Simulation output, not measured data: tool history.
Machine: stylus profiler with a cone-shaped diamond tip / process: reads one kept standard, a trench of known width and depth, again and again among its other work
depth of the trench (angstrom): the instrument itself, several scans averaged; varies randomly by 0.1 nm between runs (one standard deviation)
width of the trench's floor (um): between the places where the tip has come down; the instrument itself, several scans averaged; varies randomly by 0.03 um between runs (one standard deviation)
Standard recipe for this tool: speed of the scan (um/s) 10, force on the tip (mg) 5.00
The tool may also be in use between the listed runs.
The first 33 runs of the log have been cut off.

run,hour,speed of the scan (um/s),force on the tip (mg),scans with this tip,hours of work since the height scale was calibrated,depth of the trench (angstrom),width of the trench's floor (um)
# hour 1457.2: height scale calibrated on a step standard, once more
34,1497.6,9,11.16,22089,25,1025.5,47.96
35,1545.7,3,14.89,22412,55,1029.7,47.97
36,1577.1,3,14.89,22622,75,1027.9,47.95
37,1615.0,4,13.40,22876,98,1027.9,47.91
38,1649.7,18,6.98,23108,120,1019.4,47.92
39,1675.7,16,2.78,23283,136,1008.6,47.91
40,1711.3,12,11.39,23521,158,1023.5,47.92
41,1767.6,12,11.39,23898,194,1024.4,47.89
42,1804.9,3,13.26,24148,217,1028.6,47.91
43,1831.1,2,1.83,24324,233,1007.8,47.85
44,1885.0,3,5.00,24685,267,1015.1,47.87
45,1915.8,3,5.00,24891,286,1014.7,47.90

Below are 4 alternative next runs, each starting from the tool's condition after run 45. Predict each:
A,1946.4,3,3.40,25097,305,?,?
B,1946.4,35,5.00,25097,305,?,?
C,1946.4,9,5.00,25097,305,?,?
D,1946.4,3,2.06,25097,305,?,?

run,depth of the trench (angstrom),width of the trench's floor (um)
A,1012.7,47.91
B,1015.1,47.84
C,1017.0,47.82
D,1011.3,47.88
Had the tool no hidden state, the same runs would have come out as:
run,depth of the trench (angstrom),width of the trench's floor (um)
A,1011.2,48.78
B,1013.6,48.71
C,1015.4,48.69
D,1009.8,48.75
